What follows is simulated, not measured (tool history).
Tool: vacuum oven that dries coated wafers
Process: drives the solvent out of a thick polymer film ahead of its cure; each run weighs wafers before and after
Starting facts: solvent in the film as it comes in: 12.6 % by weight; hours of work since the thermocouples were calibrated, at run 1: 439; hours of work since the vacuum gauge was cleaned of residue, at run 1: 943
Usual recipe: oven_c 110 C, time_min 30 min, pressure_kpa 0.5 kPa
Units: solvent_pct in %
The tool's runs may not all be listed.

run	hour	oven_c	time_min	pressure_kpa	hours of work since the thermocouples were calibrated	hours of work since the vacuum gauge was cleaned of residue	solvent_pct
1	0	110	30	0.5	439	943	3.51
2	22	110	30	0.337	451	956	3.44
3	36.1	110	30	0.337	460	965	3.42
4	50.7	110	37	0.5	468	973	2.78
5	64.9	110	37	0.5	477	982	2.8
6	75.3	110	30	0.5	483	988	3.47
7	88.3	110	30	0.5	490	995	3.53
8	109.9	95	30	1.144	503	1008	7.13
9	134.7	103	30	0.722	518	1023	5.24
10	151.4	110	30	1.012	528	1032	3.8
11	167.5	110	32	0.356	537	1042	3.2
12	179.4	120	16	0.639	544	1049	3.76
13	201.1	120	16	0.639	557	1062	3.8

Each row is a separate what-if for the run after 13, all from the same tool condition, not one after another. Results?
# hour 217.5: vacuum gauge cleaned of residue and calibrated
A	227.3	101	31	0.5	571	6	?
# hour 217.5: vacuum gauge cleaned of residue and calibrated
B	227.3	123	29	0.276	571	6	?
# hour 217.5: vacuum gauge cleaned of residue and calibrated
C	227.3	110	48	0.5	571	6	?
# hour 217.5: vacuum gauge cleaned of residue and calibrated
D	227.3	110	41	0.292	571	6	?
# hour 217.5: vacuum gauge cleaned of residue and calibrated
E	227.3	122	42	0.342	571	6	?

run	solvent_pct
A	5.19
B	1.14
C	1.88
D	2.14
E	0.61
Take away the tool's hidden state, keep each run's random variation, and the runs would have read:
run	solvent_pct
A	5.03
B	1.05
C	1.77
D	2.01
E	0.56
